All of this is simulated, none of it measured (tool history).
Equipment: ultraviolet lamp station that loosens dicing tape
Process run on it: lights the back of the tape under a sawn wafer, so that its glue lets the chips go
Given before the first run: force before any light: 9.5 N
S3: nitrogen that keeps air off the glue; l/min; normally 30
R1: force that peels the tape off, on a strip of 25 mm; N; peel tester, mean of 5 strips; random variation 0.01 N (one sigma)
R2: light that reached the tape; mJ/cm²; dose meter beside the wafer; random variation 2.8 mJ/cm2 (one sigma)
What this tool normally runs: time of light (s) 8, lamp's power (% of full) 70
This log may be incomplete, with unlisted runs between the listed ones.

{"run": 1, "hour": 0.0, "time of light (s)": 8, "lamp's power (% of full)": 70, "S3": 30, "R1": 0.526, "R2": 355}
{"run": 2, "hour": 7.8, "time of light (s)": 8, "lamp's power (% of full)": 70, "S3": 30, "R1": 0.542, "R2": 361}
{"run": 3, "hour": 19.5, "time of light (s)": 8, "lamp's power (% of full)": 70, "S3": 30, "R1": 0.541, "R2": 354}
{"run": 4, "hour": 33.0, "time of light (s)": 8, "lamp's power (% of full)": 70, "S3": 30, "R1": 0.533, "R2": 354}
{"run": 5, "hour": 43.4, "time of light (s)": 8, "lamp's power (% of full)": 70, "S3": 30, "R1": 0.536, "R2": 347}
{"run": 6, "hour": 54.6, "time of light (s)": 8, "lamp's power (% of full)": 70, "S3": 30, "R1": 0.528, "R2": 357}
{"run": 7, "hour": 63.7, "time of light (s)": 6, "lamp's power (% of full)": 70, "S3": 30, "R1": 1.102, "R2": 261}
{"run": 8, "hour": 71.0, "time of light (s)": 9, "lamp's power (% of full)": 95, "S3": 30, "R1": 0.165, "R2": 535}
{"run": 9, "hour": 81.4, "time of light (s)": 9, "lamp's power (% of full)": 95, "S3": 30, "R1": 0.163, "R2": 533}
{"run": 10, "hour": 88.8, "time of light (s)": 9, "lamp's power (% of full)": 87, "S3": 51, "R1": 0.123, "R2": 485}
{"run": 11, "hour": 99.4, "time of light (s)": 9, "lamp's power (% of full)": 87, "S3": 51, "R1": 0.13, "R2": 485}
{"run": 12, "hour": 109.8, "time of light (s)": 15, "lamp's power (% of full)": 87, "S3": 10, "R1": 0.202, "R2": 811}

What will run 13 give?
{"run": 13, "hour": 120.8, "time of light (s)": 15, "lamp's power (% of full)": 87, "S3": 10, "R1": "?", "R2": "?"}

R1: 0.214 N
R2: 804 mJ/cm²
Without the tool's hidden state the same run would have given R1 0.160 N, R2 886 mJ/cm².
